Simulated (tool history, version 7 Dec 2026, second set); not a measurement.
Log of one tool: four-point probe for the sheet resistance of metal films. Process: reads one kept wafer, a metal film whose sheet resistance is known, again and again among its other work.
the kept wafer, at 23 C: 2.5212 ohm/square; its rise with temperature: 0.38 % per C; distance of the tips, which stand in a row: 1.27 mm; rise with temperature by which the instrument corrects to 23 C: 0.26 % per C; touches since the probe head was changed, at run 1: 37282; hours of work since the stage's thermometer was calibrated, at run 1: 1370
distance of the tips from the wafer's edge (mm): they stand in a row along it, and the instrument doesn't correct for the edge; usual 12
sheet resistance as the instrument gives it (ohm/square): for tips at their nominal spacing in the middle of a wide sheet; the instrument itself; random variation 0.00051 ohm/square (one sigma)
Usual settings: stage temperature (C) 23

run	hour	stage temperature (C)	distance of the tips from the wafer's edge (mm)	touches since the probe head was changed	hours of work since the stage's thermometer was calibrated	sheet resistance as the instrument gives it (ohm/square)
1	0	23	12	37282	1370	2.532571
2	51.8	23	12	38560	1404	2.532137
3	75.7	23	12	39148	1419	2.532754
4	127	23	12	40413	1452	2.532797
5	158.3	23	12	41185	1472	2.531684
6	211.3	23	12	42490	1506	2.532545
7	263.4	23	16	43775	1539	2.525093
8	288.4	23	16	44391	1555	2.525177
9	326.5	23	12	45332	1580	2.531284
10	349.5	23	12	45898	1594	2.531108
11	372.3	23	12	46461	1609	2.53091
12	420.9	23	12	47659	1640	2.531894
13	461.1	23	12	48649	1666	2.532458
14	486.7	23	12	49280	1682	2.531537
15	509.6	23	12	49844	1697	2.53062
16	561.4	23	12	51122	1730	2.530124
17	608.7	23	12	52290	1761	2.530798
18	643.7	23	12	53150	1783	2.531493
19	678.8	23	38	54017	1806	2.517036
20	724.8	23	38	55150	1835	2.517
21	768.8	23	12	56236	1863	2.531562
# hour 774: stage's thermometer calibrated
22	814.8	23	12	57358	26	2.532367
# hour 850.9: stage's thermometer calibrated, once more
23	863.3	31	12	58541	8	2.54743
24	900.2	31	12	59450	32	2.547421
25	946.1	23	4	60581	61	2.637517
26	978.4	23	52	61378	82	2.51005
27	1020.6	19	6	62419	109	2.556186
28	1045.8	20	10	63039	125	2.521902
29	1090.8	19	5	64150	154	2.579879
30	1116.9	25	12	64792	171	2.529204
31	1141.8	23	3	65406	187	2.727593
32	1175.7	23	3	66242	208	2.727248
33	1199.6	23	3	66832	224	2.726594
34	1252	24	10	68124	257	2.533932
35	1292.3	24	10	69118	283	2.532842
36	1328.2	24	10	70002	306	2.532388
37	1349.7	34	7	70533	320	2.583379
38	1380.4	34	7	71290	340	2.5824
39	1415.8	34	7	72163	362	2.584001
40	1464.4	31	6	73360	394	2.589883
41	1500.1	31	6	74240	416	2.590387
42	1539.2	19	6	75203	442	2.554905
43	1582.2	19	20	76264	469	2.500704
44	1606.1	19	21	76854	484	2.499806

5 ways to go on from here, each from the tool as it stands after run 44. What would each give?
A	1632.5	31	5	77504	501	?
B	1632.5	23	3	77504	501	?
C	1632.5	21	4	77504	501	?
D	1632.5	34	11	77504	501	?
E	1632.5	19	17	77504	501	?

run	sheet resistance as the instrument gives it (ohm/square)
A	2.615294
B	2.725614
C	2.629676
D	2.555835
E	2.5033
Without the tool's hidden state the same runs would have given:
run	sheet resistance as the instrument gives it (ohm/square)
A	2.629645
B	2.740485
C	2.644067
D	2.569896
E	2.517053
